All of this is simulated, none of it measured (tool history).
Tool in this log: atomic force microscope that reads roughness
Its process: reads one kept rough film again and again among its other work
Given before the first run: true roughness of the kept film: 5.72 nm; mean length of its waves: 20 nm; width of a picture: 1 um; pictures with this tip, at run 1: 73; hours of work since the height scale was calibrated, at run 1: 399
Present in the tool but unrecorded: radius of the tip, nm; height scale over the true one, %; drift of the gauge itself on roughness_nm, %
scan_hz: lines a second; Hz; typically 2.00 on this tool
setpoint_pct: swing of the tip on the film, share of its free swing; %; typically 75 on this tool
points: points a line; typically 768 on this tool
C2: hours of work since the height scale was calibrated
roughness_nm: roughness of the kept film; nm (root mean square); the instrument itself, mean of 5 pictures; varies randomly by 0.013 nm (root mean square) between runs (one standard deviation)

Run 1, hour 0.0: usual settings; pictures with this tip 73; C2 399. Result: roughness_nm 2.822 nm (root mean square).
Run 2, hour 16.0: usual settings but scan_hz 0.53 Hz; pictures with this tip 95; C2 409. Result: roughness_nm 2.991 nm (root mean square).
Run 3, hour 46.8: usual settings but scan_hz 0.53 Hz; pictures with this tip 138; C2 428. Result: roughness_nm 2.803 nm (root mean square).
Run 4, hour 75.1: usual settings but scan_hz 0.53 Hz, points 977; pictures with this tip 178; C2 445. Result: roughness_nm 2.690 nm (root mean square).
Run 5, hour 90.8: usual settings but scan_hz 0.98 Hz, points 977; pictures with this tip 200; C2 454. Result: roughness_nm 2.537 nm (root mean square).
Run 6, hour 117.5: usual settings but scan_hz 0.98 Hz, points 977; pictures with this tip 238; C2 471. Result: roughness_nm 2.421 nm (root mean square).
Run 7, hour 133.5: usual settings but scan_hz 0.98 Hz, points 977; pictures with this tip 260; C2 480. Result: roughness_nm 2.335 nm (root mean square).
Run 8, hour 157.2: usual settings but scan_hz 0.98 Hz, points 977; pictures with this tip 294; C2 495. Result: roughness_nm 2.276 nm (root mean square).
At hour 160.9: new tip fitted.
Run 9, hour 185.2: usual settings but scan_hz 0.98 Hz, points 977; pictures with this tip 34; C2 511. Result: roughness_nm 3.163 nm (root mean square).
Run 10, hour 208.4: usual settings; pictures with this tip 67; C2 525. Result: roughness_nm 2.811 nm (root mean square).
Run 11, hour 231.2: usual settings; pictures with this tip 99; C2 539. Result: roughness_nm 2.688 nm (root mean square).
Run 12, hour 259.6: usual settings; pictures with this tip 139; C2 557. Result: roughness_nm 2.551 nm (root mean square).
Run 13, hour 287.4: usual settings but setpoint_pct 85 %; pictures with this tip 178; C2 573. Result: roughness_nm 2.247 nm (root mean square).
Run 14, hour 321.8: usual settings but setpoint_pct 85 %; pictures with this tip 227; C2 594. Result: roughness_nm 2.112 nm (root mean square).
Run 15, hour 348.0: usual settings but setpoint_pct 85 %; pictures with this tip 264; C2 610. Result: roughness_nm 2.006 nm (root mean square).
At hour 371.1: new tip fitted.
Run 16, hour 382.1: usual settings but setpoint_pct 85 %; pictures with this tip 16; C2 631. Result: roughness_nm 2.806 nm (root mean square).
Run 17, hour 409.0: usual settings but setpoint_pct 85 %; pictures with this tip 54; C2 647. Result: roughness_nm 2.636 nm (root mean square).
Run 18, hour 439.5: usual settings but setpoint_pct 85 %; pictures with this tip 96; C2 665. Result: roughness_nm 2.480 nm (root mean square).
Run 19, hour 469.7: usual settings but setpoint_pct 85 %; pictures with this tip 139; C2 684. Result: roughness_nm 2.338 nm (root mean square).
Run 20, hour 498.7: usual settings but setpoint_pct 85 %; pictures with this tip 180; C2 701. Result: roughness_nm 2.212 nm (root mean square).
Run 21, hour 533.5: usual settings but points 595; pictures with this tip 229; C2 723. Result: roughness_nm 2.245 nm (root mean square).
Run 22, hour 550.3: usual settings but points 595; pictures with this tip 252; C2 733. Result: roughness_nm 2.173 nm (root mean square).
Run 23, hour 578.5: usual settings but points 595; pictures with this tip 292; C2 750. Result: roughness_nm 2.092 nm (root mean square).
At hour 581.7: new tip fitted.
Run 24, hour 613.8: usual settings but points 595; pictures with this tip 45; C2 771. Result: roughness_nm 2.928 nm (root mean square).
Run 25, hour 635.8: usual settings but points 571; pictures with this tip 76; C2 784. Result: roughness_nm 2.762 nm (root mean square).
Run 26, hour 653.6: usual settings but points 571; pictures with this tip 101; C2 795. Result: roughness_nm 2.690 nm (root mean square).
Run 27, hour 674.8: usual settings but setpoint_pct 68 %, points 571; pictures with this tip 131; C2 808. Result: roughness_nm 2.680 nm (root mean square).
Run 28, hour 691.7: usual settings but scan_hz 1.42 Hz, setpoint_pct 82 %, points 276; pictures with this tip 155; C2 818. Result: roughness_nm 2.421 nm (root mean square).
Run 29, hour 707.2: usual settings but points 295; pictures with this tip 176; C2 828. Result: roughness_nm 2.361 nm (root mean square).
Run 30, hour 728.5: usual settings but scan_hz 2.81 Hz, setpoint_pct 66 %, points 422; pictures with this tip 206; C2 841. Result: roughness_nm 2.366 nm (root mean square).
Run 31, hour 746.0: usual settings but scan_hz 1.99 Hz, setpoint_pct 80 %, points 422; pictures with this tip 231; C2 851. Result: roughness_nm 2.177 nm (root mean square).
Run 32, hour 771.2: usual settings but scan_hz 2.26 Hz, setpoint_pct 71 %, points 281; pictures with this tip 266; C2 867. Result: roughness_nm 2.157 nm (root mean square).
At hour 792.8: new tip fitted.
Run 33, hour 805.0: usual settings but scan_hz 1.05 Hz, setpoint_pct 76 %, points 639; pictures with this tip 17; C2 887. Result: roughness_nm 3.204 nm (root mean square).
Run 34, hour 828.8: usual settings but scan_hz 0.64 Hz, setpoint_pct 64 %, points 256; pictures with this tip 51; C2 901. Result: roughness_nm 3.095 nm (root mean square).
Run 35, hour 861.9: usual settings but scan_hz 0.64 Hz, setpoint_pct 64 %, points 256; pictures with this tip 97; C2 921. Result: roughness_nm 2.909 nm (root mean square).
Run 36, hour 893.8: usual settings but scan_hz 0.64 Hz, setpoint_pct 64 %, points 256; pictures with this tip 142; C2 941. Result: roughness_nm 2.710 nm (root mean square).
Run 37, hour 921.2: usual settings but scan_hz 1.35 Hz, setpoint_pct 71 %, points 278; pictures with this tip 181; C2 957. Result: roughness_nm 2.482 nm (root mean square).
Run 38, hour 945.8: usual settings but setpoint_pct 67 %; pictures with this tip 215; C2 972. Result: roughness_nm 2.421 nm (root mean square).
Run 39, hour 963.2: usual settings but scan_hz 0.56 Hz, points 545; pictures with this tip 240; C2 983. Result: roughness_nm 2.439 nm (root mean square).
Run 40, hour 987.2: usual settings but scan_hz 2.67 Hz; pictures with this tip 274; C2 998. Result: roughness_nm 2.084 nm (root mean square).
At hour 1004.3: new tip fitted.
Run 41, hour 1012.8: usual settings but scan_hz 2.82 Hz; pictures with this tip 12; C2 1013. Result: roughness_nm 2.843 nm (root mean square).
Run 42, hour 1027.0: usual settings but scan_hz 2.82 Hz; pictures with this tip 32; C2 1021. Result: roughness_nm 2.776 nm (root mean square).
Run 43, hour 1058.3: usual settings but scan_hz 1.47 Hz, setpoint_pct 68 %; pictures with this tip 76; C2 1040. Result: roughness_nm 2.933 nm (root mean square).
Run 44, hour 1092.3: usual settings but scan_hz 1.47 Hz, setpoint_pct 68 %; pictures with this tip 124; C2 1061. Result: roughness_nm 2.739 nm (root mean square).
Run 45, hour 1110.7: usual settings but scan_hz 1.47 Hz, setpoint_pct 68 %; pictures with this tip 150; C2 1072. Result: roughness_nm 2.653 nm (root mean square).
Run 46, hour 1141.5: usual settings but scan_hz 1.47 Hz, setpoint_pct 78 %, points 423; pictures with this tip 193; C2 1091. Result: roughness_nm 2.386 nm (root mean square).
Run 47, hour 1174.6: usual settings but scan_hz 3.99 Hz, points 282; pictures with this tip 239; C2 1111. Result: roughness_nm 1.934 nm (root mean square).
Run 48, hour 1192.8: usual settings but scan_hz 3.39 Hz, points 777; pictures with this tip 265; C2 1122. Result: roughness_nm 1.992 nm (root mean square).
At hour 1215.0: new tip fitted.
Run 49, hour 1223.1: usual settings but scan_hz 3.39 Hz, setpoint_pct 86 %, points 472; pictures with this tip 11; C2 1140. Result: roughness_nm 2.431 nm (root mean square).
Run 50, hour 1247.3: usual settings but scan_hz 2.49 Hz, setpoint_pct 63 %, points 625; pictures with this tip 45; C2 1155. Result: roughness_nm 2.951 nm (root mean square).
Run 51, hour 1278.7: usual settings but scan_hz 2.49 Hz, points 625; pictures with this tip 89; C2 1174. Result: roughness_nm 2.584 nm (root mean square).
Run 52, hour 1312.4: usual settings but scan_hz 1.67 Hz, points 625; pictures with this tip 137; C2 1194. Result: roughness_nm 2.554 nm (root mean square).
Run 53, hour 1341.6: usual settings but scan_hz 1.67 Hz, points 625; pictures with this tip 178; C2 1212. Result: roughness_nm 2.414 nm (root mean square).

Difference, measured minus no-hidden-state, one row per run. Run-to-run variation is common to both terms; the gauge's own scatter need not be:
run  roughness_nm
  1        -0.376
  2        -0.517
  3        -0.690
  4        -0.839
  5        -0.885
  6        -0.998
  7        -1.055
  8        -1.144
  9        -0.267
 10        -0.395
 11        -0.517
 12        -0.651
 13        -0.720
 14        -0.853
 15        -0.931
 16        -0.167
 17        -0.317
 18        -0.470
 19        -0.625
 20        -0.743
 21        -0.932
 22        -0.979
 23        -1.083
 24        -0.266
 25        -0.395
 26        -0.505
 27        -0.637
 28        -0.675
 29        -0.748
 30        -0.857
 31        -0.880
 32        -1.002
 33        -0.157
 34        -0.341
 35        -0.547
 36        -0.706
 37        -0.806
 38        -0.920
 39        -1.035
 40        -0.991
 41        -0.179
 42        -0.261
 43        -0.493
 44        -0.672
 45        -0.758
 46        -0.851
 47        -0.832
 48        -0.941
 49        -0.149
 50        -0.367
 51        -0.512
 52        -0.699
 53        -0.840
